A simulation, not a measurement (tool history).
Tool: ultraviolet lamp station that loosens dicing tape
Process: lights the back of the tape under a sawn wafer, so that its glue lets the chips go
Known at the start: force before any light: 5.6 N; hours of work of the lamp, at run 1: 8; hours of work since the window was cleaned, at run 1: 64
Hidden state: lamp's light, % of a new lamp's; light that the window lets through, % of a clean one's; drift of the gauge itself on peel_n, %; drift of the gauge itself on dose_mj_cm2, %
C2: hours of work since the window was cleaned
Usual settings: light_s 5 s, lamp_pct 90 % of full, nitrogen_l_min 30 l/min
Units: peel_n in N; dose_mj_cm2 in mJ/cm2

run 1 hour=0.0 | light_s=5 lamp_pct=90 nitrogen_l_min=30 | hours_of_work_of_the_lamp=8 C2=64 | peel_n=0.454 dose_mj_cm2=309
run 2 hour=18.3 | light_s=5 lamp_pct=90 nitrogen_l_min=30 | hours_of_work_of_the_lamp=18 C2=75 | peel_n=0.472 dose_mj_cm2=316
run 3 hour=38.3 | light_s=5 lamp_pct=90 nitrogen_l_min=20 | hours_of_work_of_the_lamp=30 C2=86 | peel_n=0.570 dose_mj_cm2=311
run 4 hour=57.5 | light_s=5 lamp_pct=90 nitrogen_l_min=20 | hours_of_work_of_the_lamp=41 C2=97 | peel_n=0.550 dose_mj_cm2=306
run 5 hour=76.0 | light_s=5 lamp_pct=74 nitrogen_l_min=30 | hours_of_work_of_the_lamp=52 C2=108 | peel_n=0.691 dose_mj_cm2=254
run 6 hour=105.4 | light_s=5 lamp_pct=90 nitrogen_l_min=30 | hours_of_work_of_the_lamp=69 C2=125 | peel_n=0.502 dose_mj_cm2=304
run 7 hour=134.6 | light_s=5 lamp_pct=90 nitrogen_l_min=30 | hours_of_work_of_the_lamp=86 C2=142 | peel_n=0.487 dose_mj_cm2=301
run 8 hour=161.2 | light_s=5 lamp_pct=99 nitrogen_l_min=30 | hours_of_work_of_the_lamp=101 C2=158 | peel_n=0.431 dose_mj_cm2=329
run 9 hour=191.8 | light_s=5 lamp_pct=99 nitrogen_l_min=30 | hours_of_work_of_the_lamp=119 C2=175 | peel_n=0.431 dose_mj_cm2=323
run 10 hour=222.7 | light_s=5 lamp_pct=99 nitrogen_l_min=30 | hours_of_work_of_the_lamp=137 C2=193 | peel_n=0.435 dose_mj_cm2=327
run 11 hour=236.3 | light_s=5 lamp_pct=99 nitrogen_l_min=30 | hours_of_work_of_the_lamp=145 C2=201 | peel_n=0.439 dose_mj_cm2=324
run 12 hour=255.4 | light_s=2 lamp_pct=99 nitrogen_l_min=29 | hours_of_work_of_the_lamp=156 C2=212 | peel_n=1.808 dose_mj_cm2=125
-- hour=277.6 window cleaned of glue's vapour
run 13 hour=286.9 | light_s=7 lamp_pct=86 nitrogen_l_min=30 | hours_of_work_of_the_lamp=174 C2=5 | peel_n=0.284 dose_mj_cm2=410
run 14 hour=304.8 | light_s=7 lamp_pct=86 nitrogen_l_min=30 | hours_of_work_of_the_lamp=184 C2=16 | peel_n=0.284 dose_mj_cm2=412
run 15 hour=320.6 | light_s=7 lamp_pct=86 nitrogen_l_min=30 | hours_of_work_of_the_lamp=193 C2=25 | peel_n=0.275 dose_mj_cm2=408
run 16 hour=338.0 | light_s=3 lamp_pct=90 nitrogen_l_min=13 | hours_of_work_of_the_lamp=203 C2=35 | peel_n=1.425 dose_mj_cm2=181

The same runs without the tool's hidden state, with the same run-to-run variation:
run=1 peel_n=0.431 dose_mj_cm2=318
run=2 peel_n=0.445 dose_mj_cm2=326
run=3 peel_n=0.532 dose_mj_cm2=323
run=4 peel_n=0.509 dose_mj_cm2=319
run=5 peel_n=0.636 dose_mj_cm2=266
run=6 peel_n=0.454 dose_mj_cm2=320
run=7 peel_n=0.435 dose_mj_cm2=320
run=8 peel_n=0.381 dose_mj_cm2=352
run=9 peel_n=0.375 dose_mj_cm2=349
run=10 peel_n=0.372 dose_mj_cm2=355
run=11 peel_n=0.374 dose_mj_cm2=353
run=12 peel_n=1.631 dose_mj_cm2=137
run=13 peel_n=0.264 dose_mj_cm2=430
run=14 peel_n=0.262 dose_mj_cm2=433
run=15 peel_n=0.251 dose_mj_cm2=431
run=16 peel_n=1.319 dose_mj_cm2=192
